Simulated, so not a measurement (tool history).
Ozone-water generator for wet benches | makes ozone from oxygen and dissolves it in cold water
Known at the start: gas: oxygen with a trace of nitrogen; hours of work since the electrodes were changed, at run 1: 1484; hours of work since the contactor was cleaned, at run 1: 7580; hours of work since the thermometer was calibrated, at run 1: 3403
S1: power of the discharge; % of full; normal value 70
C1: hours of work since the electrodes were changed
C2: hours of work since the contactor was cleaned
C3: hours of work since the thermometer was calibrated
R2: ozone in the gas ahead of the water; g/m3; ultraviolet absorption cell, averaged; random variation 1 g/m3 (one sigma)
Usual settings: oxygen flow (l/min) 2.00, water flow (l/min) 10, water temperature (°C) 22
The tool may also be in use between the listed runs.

run 1 hour=0.0 | S1=70 oxygen_flow_(l/min)=2.00 water_flow_(l/min)=10 water_temperature_(°C)=22 | C1=1484 C2=7580 C3=3403 | dissolved_ozone_(ppm)=17.2 R2=174.7
run 2 hour=94.0 | S1=70 oxygen_flow_(l/min)=2.00 water_flow_(l/min)=10 water_temperature_(°C)=22 | C1=1557 C2=7654 C3=3476 | dissolved_ozone_(ppm)=17.0 R2=175.7
run 3 hour=158.4 | S1=70 oxygen_flow_(l/min)=2.00 water_flow_(l/min)=10 water_temperature_(°C)=22 | C1=1607 C2=7704 C3=3527 | dissolved_ozone_(ppm)=17.1 R2=174.8
run 4 hour=234.1 | S1=70 oxygen_flow_(l/min)=2.00 water_flow_(l/min)=10 water_temperature_(°C)=22 | C1=1667 C2=7763 C3=3586 | dissolved_ozone_(ppm)=17.1 R2=176.3
run 5 hour=278.0 | S1=70 oxygen_flow_(l/min)=2.00 water_flow_(l/min)=10 water_temperature_(°C)=22 | C1=1701 C2=7797 C3=3620 | dissolved_ozone_(ppm)=17.1 R2=174.8
run 6 hour=368.5 | S1=70 oxygen_flow_(l/min)=2.00 water_flow_(l/min)=10 water_temperature_(°C)=22 | C1=1772 C2=7868 C3=3691 | dissolved_ozone_(ppm)=16.9 R2=174.9
run 7 hour=414.0 | S1=70 oxygen_flow_(l/min)=2.00 water_flow_(l/min)=10 water_temperature_(°C)=22 | C1=1807 C2=7904 C3=3727 | dissolved_ozone_(ppm)=17.1 R2=175.5
run 8 hour=491.2 | S1=70 oxygen_flow_(l/min)=2.00 water_flow_(l/min)=10 water_temperature_(°C)=22 | C1=1868 C2=7964 C3=3787 | dissolved_ozone_(ppm)=17.4 R2=173.3
run 9 hour=572.1 | S1=70 oxygen_flow_(l/min)=2.00 water_flow_(l/min)=7 water_temperature_(°C)=28 | C1=1931 C2=8027 C3=3850 | dissolved_ozone_(ppm)=19.9 R2=174.5
run 10 hour=626.4 | S1=78 oxygen_flow_(l/min)=2.00 water_flow_(l/min)=14 water_temperature_(°C)=22 | C1=1974 C2=8070 C3=3893 | dissolved_ozone_(ppm)=14.2 R2=190.1
run 11 hour=679.0 | S1=58 oxygen_flow_(l/min)=1.46 water_flow_(l/min)=8 water_temperature_(°C)=14 | C1=2015 C2=8111 C3=3934 | dissolved_ozone_(ppm)=19.8 R2=185.2
run 12 hour=770.3 | S1=58 oxygen_flow_(l/min)=1.46 water_flow_(l/min)=6 water_temperature_(°C)=19 | C1=2086 C2=8182 C3=4005 | dissolved_ozone_(ppm)=22.9 R2=185.6
run 13 hour=816.9 | S1=58 oxygen_flow_(l/min)=1.46 water_flow_(l/min)=6 water_temperature_(°C)=19 | C1=2123 C2=8219 C3=4042 | dissolved_ozone_(ppm)=23.3 R2=184.6
run 14 hour=886.0 | S1=58 oxygen_flow_(l/min)=1.46 water_flow_(l/min)=6 water_temperature_(°C)=19 | C1=2177 C2=8273 C3=4096 | dissolved_ozone_(ppm)=22.8 R2=185.3

Table of differences, measured result less the result of that run with no hidden state. Run-to-run variation is the same in both. Gauge scatter possibly is not:
Hidden state at play: yield of the discharge, % of new electrodes'; contactor's efficiency, % of a clean one's; true water temperature over the reading, C; drift of the gauge itself on ozone_ppm, %; drift of the gauge itself on gas_g_m3, %.
run=1 R2=-0.1
run=2 R2=-0.4
run=3 R2=-0.5
run=4 R2=-0.8
run=5 R2=-0.9
run=6 R2=-1.2
run=7 R2=-1.4
run=8 R2=-1.6
run=9 R2=-1.8
run=10 R2=-2.2
run=11 R2=-2.3
run=12 R2=-2.7
run=13 R2=-2.8
run=14 R2=-3.0
dissolved ozone (ppm): within 0.1 of the measured result in every run.
